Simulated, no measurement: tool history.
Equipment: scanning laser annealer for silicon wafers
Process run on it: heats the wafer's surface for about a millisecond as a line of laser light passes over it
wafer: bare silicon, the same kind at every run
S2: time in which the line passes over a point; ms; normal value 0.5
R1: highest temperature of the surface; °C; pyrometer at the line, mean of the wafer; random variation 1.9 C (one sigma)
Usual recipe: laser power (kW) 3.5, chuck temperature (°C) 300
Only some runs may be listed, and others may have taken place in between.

Run 1, day 0: usual settings. Result: R1 1111 °C.
Run 2, day 2.275: usual settings but S2 0.355 ms. Result: R1 983 °C.
Run 3, day 3.254: usual settings but S2 0.355 ms. Result: R1 980 °C.
Run 4, day 5.6: usual settings but chuck temperature (°C) 338. Result: R1 1147 °C.
Run 5, day 7.254: usual settings but laser power (kW) 3.538. Result: R1 1120 °C.
Run 6, day 8.6: usual settings but laser power (kW) 3.538. Result: R1 1123 °C.
Run 7, day 10.625: usual settings but laser power (kW) 3.538. Result: R1 1123 °C.
Run 8, day 12.071: usual settings but laser power (kW) 3.551. Result: R1 1125 °C.
Run 9, day 14.042: usual settings but laser power (kW) 3.549. Result: R1 1126 °C.
Run 10, day 16.179: usual settings but laser power (kW) 3.491. Result: R1 1111 °C.
Run 11, day 17.35: usual settings but laser power (kW) 3.771, S2 0.419 ms, chuck temperature (°C) 330. Result: R1 1142 °C.
Run 12, day 19.317: usual settings but laser power (kW) 3.778, S2 0.357 ms, chuck temperature (°C) 330. Result: R1 1086 °C.
Run 13, day 20.442: usual settings but laser power (kW) 3.492, S2 0.608 ms, chuck temperature (°C) 270. Result: R1 1159 °C.

Each row is a separate what-if for the run after 13, all from the same tool condition, not one after another. Results?
Run A, day 21.583: usual settings but laser power (kW) 3.015, S2 0.599 ms, chuck temperature (°C) 338. Result: R1 ?.
Run B, day 21.583: usual settings but laser power (kW) 3.124, S2 0.426 ms, chuck temperature (°C) 318. Result: R1 ?.
Run C, day 21.583: usual settings but S2 0.543 ms. Result: R1 ?.

run    R1
  A  1077
  B   968
  C  1146
Without the tool's hidden state the same runs would have given:
run    R1
  A  1077
  B   969
  C  1147
